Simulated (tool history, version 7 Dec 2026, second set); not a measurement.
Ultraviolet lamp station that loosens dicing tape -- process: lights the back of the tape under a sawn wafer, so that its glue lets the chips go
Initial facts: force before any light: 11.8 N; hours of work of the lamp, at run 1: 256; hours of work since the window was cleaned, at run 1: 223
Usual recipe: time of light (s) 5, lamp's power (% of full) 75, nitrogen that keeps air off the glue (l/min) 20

run,hour,time of light (s),lamp's power (% of full),nitrogen that keeps air off the glue (l/min),hours of work of the lamp,hours of work since the window was cleaned,force that peels the tape off (N),light that reached the tape (mJ/cm²)
1,0,5,75,20,256,223,1.386,202
2,39.6,2,75,20,279,246,4.856,80
3,69.3,4,75,20,296,263,2.167,155
4,93.2,5,75,23,310,277,1.373,195
5,130.8,5,75,23,331,298,1.406,191
6,170.9,5,75,23,354,321,1.47,190
7,195.6,5,75,20,368,335,1.587,186
8,222.4,5,75,20,384,351,1.616,186
9,253.3,5,75,20,402,369,1.643,187
10,272.5,5,75,20,413,380,1.632,185
11,290.4,5,75,20,423,390,1.669,181
12,322.7,5,75,18,441,408,1.885,184
13,356.9,5,75,18,461,428,1.774,180
14,378.6,5,75,18,473,441,1.861,177
15,409,5,75,18,491,458,1.947,176

Forecast run 16:
16,426.3,5,75,18,501,468,?,?

force that peels the tape off (N): 1.993
light that reached the tape (mJ/cm²): 176
The same run, on a tool lacking any hidden state, would have yielded force that peels the tape off (N) 1.201, light that reached the tape (mJ/cm²) 228.
